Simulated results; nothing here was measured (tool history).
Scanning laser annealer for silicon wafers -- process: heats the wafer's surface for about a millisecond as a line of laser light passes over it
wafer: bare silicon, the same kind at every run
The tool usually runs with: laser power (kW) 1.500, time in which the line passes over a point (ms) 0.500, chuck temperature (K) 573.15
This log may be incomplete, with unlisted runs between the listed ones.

| run | hour | laser power (kW) | time in which the line passes over a point (ms) | chuck temperature (K) | highest temperature of the surface (K) |
|---|---|---|---|---|---|
| 1 | 0.0 | 1.500 | 0.500 | 573.15 | 1269.15 |
| 2 | 25.3 | 1.587 | 0.500 | 573.15 | 1322.15 |
| 3 | 39.2 | 1.500 | 0.500 | 573.15 | 1269.15 |
| 4 | 71.1 | 1.500 | 0.387 | 573.15 | 1180.15 |
| 5 | 92.1 | 1.573 | 0.500 | 573.15 | 1311.15 |
| 6 | 113.0 | 1.500 | 0.500 | 573.15 | 1269.15 |
| 7 | 131.0 | 1.500 | 0.500 | 609.15 | 1300.15 |
| 8 | 155.9 | 1.500 | 0.500 | 609.15 | 1302.15 |
| 9 | 173.8 | 1.500 | 0.500 | 610.15 | 1302.15 |
| 10 | 203.5 | 1.500 | 0.500 | 610.15 | 1300.15 |
|  | 228.6 | optics aligned, line set to its width |
| 11 | 234.7 | 1.500 | 0.500 | 610.15 | 1313.15 |
| 12 | 256.2 | 1.500 | 0.500 | 610.15 | 1312.15 |
| 13 | 269.8 | 1.500 | 0.500 | 573.15 | 1273.15 |
| 14 | 288.5 | 1.500 | 0.500 | 573.15 | 1271.15 |
| 15 | 307.6 | 1.457 | 0.541 | 573.15 | 1275.15 |
| 16 | 331.4 | 1.500 | 0.547 | 566.15 | 1296.15 |
| 17 | 361.0 | 1.586 | 0.535 | 573.15 | 1348.15 |
| 18 | 390.4 | 1.545 | 0.381 | 573.15 | 1200.15 |
| 19 | 419.8 | 1.502 | 0.381 | 536.15 | 1139.15 |
| 20 | 440.2 | 1.502 | 0.374 | 605.15 | 1203.15 |
| 21 | 462.1 | 1.415 | 0.405 | 546.15 | 1123.15 |
| 22 | 485.9 | 1.500 | 0.500 | 573.15 | 1267.15 |

Estimate the outcome of run 23 from the log above:
| 23 | 503.4 | 1.500 | 0.500 | 573.15 | ? |

{"run 23": {"highest temperature of the surface (K)": 1266.15}}
Without the tool's hidden state the same run would have given highest temperature of the surface (K) 1298.15.
